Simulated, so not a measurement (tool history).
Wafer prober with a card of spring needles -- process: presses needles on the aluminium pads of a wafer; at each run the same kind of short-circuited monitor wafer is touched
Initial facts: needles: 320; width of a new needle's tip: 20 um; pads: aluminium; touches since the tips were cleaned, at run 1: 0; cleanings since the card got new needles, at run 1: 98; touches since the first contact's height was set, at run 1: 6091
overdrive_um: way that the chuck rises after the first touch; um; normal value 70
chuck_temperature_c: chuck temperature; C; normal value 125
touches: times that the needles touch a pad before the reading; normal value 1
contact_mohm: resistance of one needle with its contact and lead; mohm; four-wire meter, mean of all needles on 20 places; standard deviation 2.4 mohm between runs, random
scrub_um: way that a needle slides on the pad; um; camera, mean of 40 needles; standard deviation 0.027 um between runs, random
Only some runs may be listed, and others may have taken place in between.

| run | hour | overdrive_um | chuck_temperature_c | touches | touches since the tips were cleaned | cleanings since the card got new needles | touches since the first contact's height was set | contact_mohm | scrub_um |
|---|---|---|---|---|---|---|---|---|---|
| 1 | 0.0 | 70 | 125 | 1 | 0 | 98 | 6091 | 276 | 14.62 |
|  | 14.7 | tips cleaned on abrasive film |
|  | 33.2 | tips cleaned on abrasive film |
|  | 47.9 | tips cleaned on abrasive film |
|  | 66.3 | tips cleaned on abrasive film |
| 2 | 68.2 | 70 | 125 | 2 | 653 | 102 | 29345 | 279 | 14.52 |
|  | 82.7 | tips cleaned on abrasive film |
|  | 101.1 | tips cleaned on abrasive film |
|  | 119.2 | tips cleaned on abrasive film |
| 3 | 130.3 | 70 | 125 | 1 | 3815 | 105 | 50520 | 330 | 14.46 |
|  | 136.6 | tips cleaned on abrasive film |
|  | 154.9 | tips cleaned on abrasive film |
|  | 172.6 | tips cleaned on abrasive film |
| 4 | 183.6 | 53 | 125 | 1 | 3742 | 108 | 68680 | 378 | 10.83 |
|  | 191.0 | tips cleaned on abrasive film |
|  | 209.2 | tips cleaned on abrasive film |
|  | 227.6 | tips cleaned on abrasive film |
| 5 | 238.8 | 70 | 125 | 1 | 3818 | 111 | 87502 | 346 | 14.29 |
|  | 242.5 | tips cleaned on abrasive film |
|  | 257.3 | tips cleaned on abrasive film |
|  | 271.6 | height of the first contact set anew |
|  | 275.4 | tips cleaned on abrasive film |
| 6 | 285.4 | 51 | 125 | 1 | 3423 | 114 | 4678 | 388 | 10.12 |
|  | 292.8 | tips cleaned on abrasive film |
|  | 310.6 | tips cleaned on abrasive film |
| 7 | 323.8 | 51 | 125 | 1 | 4496 | 116 | 17767 | 421 | 10.05 |
|  | 327.1 | tips cleaned on abrasive film |
|  | 344.4 | tips cleaned on abrasive film |
|  | 362.3 | tips cleaned on abrasive film |
|  | 379.8 | tips cleaned on abrasive film |
| 8 | 382.3 | 70 | 125 | 2 | 857 | 120 | 37709 | 291 | 14.02 |
|  | 397.1 | tips cleaned on abrasive film |
|  | 413.7 | tips cleaned on abrasive film |
|  | 428.5 | tips cleaned on abrasive film |
|  | 446.8 | tips cleaned on abrasive film |
| 9 | 453.5 | 70 | 125 | 3 | 2302 | 124 | 61964 | 292 | 13.81 |
|  | 464.6 | tips cleaned on abrasive film |
|  | 482.5 | tips cleaned on abrasive film |
|  | 500.3 | tips cleaned on abrasive film |
| 10 | 510.7 | 70 | 125 | 3 | 3576 | 127 | 81497 | 297 | 13.75 |
|  | 517.2 | tips cleaned on abrasive film |
|  | 535.5 | tips cleaned on abrasive film |
| 11 | 548.4 | 70 | 59 | 3 | 4441 | 129 | 94351 | 281 | 13.75 |
|  | 551.7 | tips cleaned on abrasive film |
|  | 563.0 | height of the first contact set anew |
|  | 570.4 | tips cleaned on abrasive film |
| 12 | 579.7 | 70 | 125 | 2 | 3187 | 131 | 5699 | 309 | 14.60 |
|  | 587.2 | tips cleaned on abrasive film |
|  | 605.0 | tips cleaned on abrasive film |
|  | 620.0 | tips cleaned on abrasive film |
| 13 | 620.0 | 70 | 51 | 1 | 0 | 134 | 19383 | 258 | 14.51 |
|  | 638.4 | tips cleaned on abrasive film |
|  | 653.1 | tips cleaned on abrasive film |
|  | 671.5 | tips cleaned on abrasive film |
|  | 675.5 | height of the first contact set anew, once more |
| 14 | 683.1 | 70 | 51 | 1 | 3868 | 137 | 2612 | 329 | 14.66 |
|  | 686.9 | tips cleaned on abrasive film |
|  | 705.1 | tips cleaned on abrasive film |
|  | 723.5 | tips cleaned on abrasive film |
|  | 740.8 | tips cleaned on abrasive film |
| 15 | 747.8 | 66 | 81 | 1 | 2386 | 141 | 24637 | 316 | 13.71 |
|  | 758.7 | tips cleaned on abrasive film |
|  | 776.6 | tips cleaned on abrasive film |
|  | 795.0 | tips cleaned on abrasive film |
| 16 | 803.4 | 73 | 25 | 2 | 2886 | 144 | 43610 | 280 | 15.14 |
|  | 810.8 | tips cleaned on abrasive film |
|  | 828.6 | tips cleaned on abrasive film |
| 17 | 843.2 | 68 | 53 | 3 | 5002 | 146 | 57187 | 287 | 14.02 |
|  | 847.0 | tips cleaned on abrasive film |
|  | 865.3 | tips cleaned on abrasive film |
|  | 883.5 | tips cleaned on abrasive film |
|  | 899.9 | tips cleaned on abrasive film |
| 18 | 899.9 | 82 | 31 | 2 | 0 | 150 | 76492 | 248 | 16.86 |
|  | 918.3 | tips cleaned on abrasive film |
|  | 936.7 | tips cleaned on abrasive film |
|  | 952.0 | tips cleaned on abrasive film |
| 19 | 952.0 | 55 | 31 | 2 | 0 | 153 | 94255 | 259 | 11.15 |
|  | 966.8 | tips cleaned on abrasive film |
|  | 967.1 | height of the first contact set anew |
|  | 984.8 | tips cleaned on abrasive film |
| 20 | 987.4 | 55 | 31 | 2 | 880 | 155 | 6942 | 279 | 11.50 |
|  | 1001.6 | tips cleaned on abrasive film |
|  | 1019.3 | tips cleaned on abrasive film |
| 21 | 1023.0 | 55 | 62 | 2 | 1250 | 157 | 19063 | 298 | 11.41 |
|  | 1037.4 | tips cleaned on abrasive film |
|  | 1055.5 | tips cleaned on abrasive film |
|  | 1073.3 | tips cleaned on abrasive film |
| 22 | 1083.4 | 70 | 50 | 1 | 3433 | 160 | 39664 | 324 | 14.48 |
|  | 1090.8 | tips cleaned on abrasive film |
|  | 1109.2 | tips cleaned on abrasive film |
| 23 | 1116.6 | 70 | 50 | 1 | 2537 | 162 | 50990 | 313 | 14.42 |
|  | 1127.6 | tips cleaned on abrasive film |
|  | 1145.5 | tips cleaned on abrasive film |
| 24 | 1149.5 | 70 | 28 | 2 | 1376 | 164 | 62198 | 279 | 14.39 |
|  | 1163.7 | tips cleaned on abrasive film |
|  | 1181.6 | tips cleaned on abrasive film |
|  | 1200.0 | tips cleaned on abrasive film |
| 25 | 1214.4 | 70 | 37 | 3 | 4939 | 167 | 84340 | 284 | 14.38 |
|  | 1218.0 | tips cleaned on abrasive film |
|  | 1236.4 | tips cleaned on abrasive film |
|  | 1253.7 | tips cleaned on abrasive film |
| 26 | 1253.7 | 82 | 33 | 3 | 0 | 170 | 97733 | 241 | 16.72 |
|  | 1257.7 | height of the first contact set anew |
|  | 1271.9 | tips cleaned on abrasive film |
|  | 1290.0 | tips cleaned on abrasive film |
|  | 1308.5 | tips cleaned on abrasive film |
| 27 | 1308.9 | 63 | 108 | 3 | 162 | 173 | 17460 | 278 | 13.13 |

How the hidden state differs across the entries between the runs, from the last listed run before each to the first after it:
Logged between run 1 and run 2: tips cleaned on abrasive film (hour 14.7); tips cleaned on abrasive film (hour 33.2); tips cleaned on abrasive film (hour 47.9); tips cleaned on abrasive film (hour 66.3)
  debris on the tips, nm: 8 -> 17.6; way that the needles fall short of the set height, um: 0.13 -> 0.52; tips' diameter, um: 23.91 -> 24.04
  the result without the hidden state subtracted from the measured one, contact_mohm: +11 -> +13 mohm; scrub_um: -0.03 -> -0.11 um
Logged between run 2 and run 3: tips cleaned on abrasive film (hour 82.7); tips cleaned on abrasive film (hour 101.1); tips cleaned on abrasive film (hour 119.2)
  debris on the tips, nm: 17.6 -> 66.8; way that the needles fall short of the set height, um: 0.52 -> 0.85; tips' diameter, um: 24.04 -> 24.16
  the result without the hidden state subtracted from the measured one, contact_mohm: +13 -> +67 mohm; scrub_um: -0.11 -> -0.18 um
Logged between run 3 and run 4: tips cleaned on abrasive film (hour 136.6); tips cleaned on abrasive film (hour 154.9); tips cleaned on abrasive film (hour 172.6)
  debris on the tips, nm: 66.8 -> 60.7; way that the needles fall short of the set height, um: 0.85 -> 1.22; tips' diameter, um: 24.16 -> 24.29
  the result without the hidden state subtracted from the measured one, contact_mohm: +67 -> +107 mohm; scrub_um: -0.18 -> -0.26 um
Logged between run 4 and run 5: tips cleaned on abrasive film (hour 191.0); tips cleaned on abrasive film (hour 209.2); tips cleaned on abrasive film (hour 227.6)
  debris on the tips, nm: 60.7 -> 68.4; way that the needles fall short of the set height, um: 1.22 -> 1.58; tips' diameter, um: 24.29 -> 24.41
  the result without the hidden state subtracted from the measured one, contact_mohm: +107 -> +74 mohm; scrub_um: -0.26 -> -0.33 um
Logged between run 5 and run 6: tips cleaned on abrasive film (hour 242.5); tips cleaned on abrasive film (hour 257.3); height of the first contact set anew (hour 271.6); tips cleaned on abrasive film (hour 275.4)
  debris on the tips, nm: 68.4 -> 54.5; way that the needles fall short of the set height, um: 1.58 -> 2.75; tips' diameter, um: 24.41 -> 24.53
  the result without the hidden state subtracted from the measured one, contact_mohm: +74 -> +114 mohm; scrub_um: -0.33 -> -0.58 um
Logged between run 6 and run 7: tips cleaned on abrasive film (hour 292.8); tips cleaned on abrasive film (hour 310.6)
  debris on the tips, nm: 54.5 -> 71.3; way that the needles fall short of the set height, um: 2.75 -> 2.94; tips' diameter, um: 24.53 -> 24.6
  the result without the hidden state subtracted from the measured one, contact_mohm: +114 -> +148 mohm; scrub_um: -0.58 -> -0.61 um
Logged between run 7 and run 8: tips cleaned on abrasive film (hour 327.1); tips cleaned on abrasive film (hour 344.4); tips cleaned on abrasive film (hour 362.3); tips cleaned on abrasive film (hour 379.8)
  debris on the tips, nm: 71.3 -> 24.1; way that the needles fall short of the set height, um: 2.94 -> 3.41; tips' diameter, um: 24.6 -> 24.76
  the result without the hidden state subtracted from the measured one, contact_mohm: +148 -> +20 mohm; scrub_um: -0.61 -> -0.72 um
Logged between run 8 and run 9: tips cleaned on abrasive film (hour 397.1); tips cleaned on abrasive film (hour 413.7); tips cleaned on abrasive film (hour 428.5); tips cleaned on abrasive film (hour 446.8)
  debris on the tips, nm: 24.1 -> 49.4; way that the needles fall short of the set height, um: 3.41 -> 3.82; tips' diameter, um: 24.76 -> 24.91
  the result without the hidden state subtracted from the measured one, contact_mohm: +20 -> +24 mohm; scrub_um: -0.72 -> -0.80 um
Logged between run 9 and run 10: tips cleaned on abrasive film (hour 464.6); tips cleaned on abrasive film (hour 482.5); tips cleaned on abrasive film (hour 500.3)
  debris on the tips, nm: 49.4 -> 62.6; way that the needles fall short of the set height, um: 3.82 -> 4.17; tips' diameter, um: 24.91 -> 25.03
  the result without the hidden state subtracted from the measured one, contact_mohm: +24 -> +31 mohm; scrub_um: -0.80 -> -0.87 um
Logged between run 10 and run 11: tips cleaned on abrasive film (hour 517.2); tips cleaned on abrasive film (hour 535.5)
  debris on the tips, nm: 62.6 -> 67.6; way that the needles fall short of the set height, um: 4.17 -> 4.4; tips' diameter, um: 25.03 -> 25.11
  the result without the hidden state subtracted from the measured one, contact_mohm: +31 -> +35 mohm; scrub_um: -0.87 -> -0.92 um
Logged between run 11 and run 12: tips cleaned on abrasive film (hour 551.7); height of the first contact set anew (hour 563.0); tips cleaned on abrasive film (hour 570.4)
  debris on the tips, nm: 67.6 -> 62.3; way that the needles fall short of the set height, um: 4.4 -> 0.14; tips' diameter, um: 25.11 -> 25.21
  the result without the hidden state subtracted from the measured one, contact_mohm: +35 -> +42 mohm; scrub_um: -0.92 -> -0.03 um
Logged between run 12 and run 13: tips cleaned on abrasive film (hour 587.2); tips cleaned on abrasive film (hour 605.0); tips cleaned on abrasive film (hour 620.0)
  debris on the tips, nm: 62.3 -> 6.4; way that the needles fall short of the set height, um: 0.14 -> 0.47; tips' diameter, um: 25.21 -> 25.32
  the result without the hidden state subtracted from the measured one, contact_mohm: +42 -> +11 mohm; scrub_um: -0.03 -> -0.10 um
Logged between run 13 and run 14: tips cleaned on abrasive film (hour 638.4); tips cleaned on abrasive film (hour 653.1); tips cleaned on abrasive film (hour 671.5); height of the first contact set anew, once more (hour 675.5)
  debris on the tips, nm: 6.4 -> 65.3; way that the needles fall short of the set height, um: 0.47 -> 0; tips' diameter, um: 25.32 -> 25.43
  the result without the hidden state subtracted from the measured one, contact_mohm: +11 -> +80 mohm; scrub_um: -0.10 -> +0.00 um
Logged between run 14 and run 15: tips cleaned on abrasive film (hour 686.9); tips cleaned on abrasive film (hour 705.1); tips cleaned on abrasive film (hour 723.5); tips cleaned on abrasive film (hour 740.8)
  debris on the tips, nm: 65.3 -> 44.2; way that the needles fall short of the set height, um: 0 -> 0.4; tips' diameter, um: 25.43 -> 25.57
  the result without the hidden state subtracted from the measured one, contact_mohm: +80 -> +61 mohm; scrub_um: +0.00 -> -0.09 um
Logged between run 15 and run 16: tips cleaned on abrasive film (hour 758.7); tips cleaned on abrasive film (hour 776.6); tips cleaned on abrasive film (hour 795.0)
  debris on the tips, nm: 44.2 -> 54; way that the needles fall short of the set height, um: 0.4 -> 0.72; tips' diameter, um: 25.57 -> 25.68
  the result without the hidden state subtracted from the measured one, contact_mohm: +61 -> +41 mohm; scrub_um: -0.09 -> -0.15 um
Logged between run 16 and run 17: tips cleaned on abrasive film (hour 810.8); tips cleaned on abrasive film (hour 828.6)
  debris on the tips, nm: 54 -> 71; way that the needles fall short of the set height, um: 0.72 -> 0.96; tips' diameter, um: 25.68 -> 25.77
  the result without the hidden state subtracted from the measured one, contact_mohm: +41 -> +37 mohm; scrub_um: -0.15 -> -0.20 um
Logged between run 17 and run 18: tips cleaned on abrasive film (hour 847.0); tips cleaned on abrasive film (hour 865.3); tips cleaned on abrasive film (hour 883.5); tips cleaned on abrasive film (hour 899.9)
  debris on the tips, nm: 71 -> 8.8; way that the needles fall short of the set height, um: 0.96 -> 1.42; tips' diameter, um: 25.77 -> 25.93
  the result without the hidden state subtracted from the measured one, contact_mohm: +37 -> +8 mohm; scrub_um: -0.20 -> -0.29 um
Logged between run 18 and run 19: tips cleaned on abrasive film (hour 918.3); tips cleaned on abrasive film (hour 936.7); tips cleaned on abrasive film (hour 952.0)
  debris on the tips, nm: 8.8 -> 4.3; way that the needles fall short of the set height, um: 1.42 -> 1.72; tips' diameter, um: 25.93 -> 26.03
  the result without the hidden state subtracted from the measured one, contact_mohm: +8 -> +11 mohm; scrub_um: -0.29 -> -0.36 um
Logged between run 19 and run 20: tips cleaned on abrasive film (hour 966.8); height of the first contact set anew (hour 967.1); tips cleaned on abrasive film (hour 984.8)
  debris on the tips, nm: 4.3 -> 22.5; way that the needles fall short of the set height, um: 1.72 -> 0.13; tips' diameter, um: 26.03 -> 26.12
  the result without the hidden state subtracted from the measured one, contact_mohm: +11 -> +32 mohm; scrub_um: -0.36 -> -0.03 um
Logged between run 20 and run 21: tips cleaned on abrasive film (hour 1001.6); tips cleaned on abrasive film (hour 1019.3)
  debris on the tips, nm: 22.5 -> 31.8; way that the needles fall short of the set height, um: 0.13 -> 0.4; tips' diameter, um: 26.12 -> 26.21
  the result without the hidden state subtracted from the measured one, contact_mohm: +32 -> +43 mohm; scrub_um: -0.03 -> -0.09 um
Logged between run 21 and run 22: tips cleaned on abrasive film (hour 1037.4); tips cleaned on abrasive film (hour 1055.5); tips cleaned on abrasive film (hour 1073.3)
  debris on the tips, nm: 31.8 -> 58.2; way that the needles fall short of the set height, um: 0.4 -> 0.7; tips' diameter, um: 26.21 -> 26.32
  the result without the hidden state subtracted from the measured one, contact_mohm: +43 -> +78 mohm; scrub_um: -0.09 -> -0.14 um
Logged between run 22 and run 23: tips cleaned on abrasive film (hour 1090.8); tips cleaned on abrasive film (hour 1109.2)
  debris on the tips, nm: 58.2 -> 48.2; way that the needles fall short of the set height, um: 0.7 -> 0.92; tips' diameter, um: 26.32 -> 26.39
  the result without the hidden state subtracted from the measured one, contact_mohm: +78 -> +66 mohm; scrub_um: -0.14 -> -0.19 um
Logged between run 23 and run 24: tips cleaned on abrasive film (hour 1127.6); tips cleaned on abrasive film (hour 1145.5)
  debris on the tips, nm: 48.2 -> 37.5; way that the needles fall short of the set height, um: 0.92 -> 1.15; tips' diameter, um: 26.39 -> 26.47
  the result without the hidden state subtracted from the measured one, contact_mohm: +66 -> +35 mohm; scrub_um: -0.19 -> -0.24 um
Logged between run 24 and run 25: tips cleaned on abrasive film (hour 1163.7); tips cleaned on abrasive film (hour 1181.6); tips cleaned on abrasive film (hour 1200.0)
  debris on the tips, nm: 37.5 -> 73.9; way that the needles fall short of the set height, um: 1.15 -> 1.49; tips' diameter, um: 26.47 -> 26.59
  the result without the hidden state subtracted from the measured one, contact_mohm: +35 -> +40 mohm; scrub_um: -0.24 -> -0.31 um
Logged between run 25 and run 26: tips cleaned on abrasive film (hour 1218.0); tips cleaned on abrasive film (hour 1236.4); tips cleaned on abrasive film (hour 1253.7)
  debris on the tips, nm: 73.9 -> 3.3; way that the needles fall short of the set height, um: 1.49 -> 1.84; tips' diameter, um: 26.59 -> 26.72
  the result without the hidden state subtracted from the measured one, contact_mohm: +40 -> +5 mohm; scrub_um: -0.31 -> -0.38 um
Logged between run 26 and run 27: height of the first contact set anew (hour 1257.7); tips cleaned on abrasive film (hour 1271.9); tips cleaned on abrasive film (hour 1290.0); tips cleaned on abrasive film (hour 1308.5)
  debris on the tips, nm: 3.3 -> 12.6; way that the needles fall short of the set height, um: 1.84 -> 0.29; tips' diameter, um: 26.72 -> 26.82
  the result without the hidden state subtracted from the measured one, contact_mohm: +5 -> +12 mohm; scrub_um: -0.38 -> -0.06 um
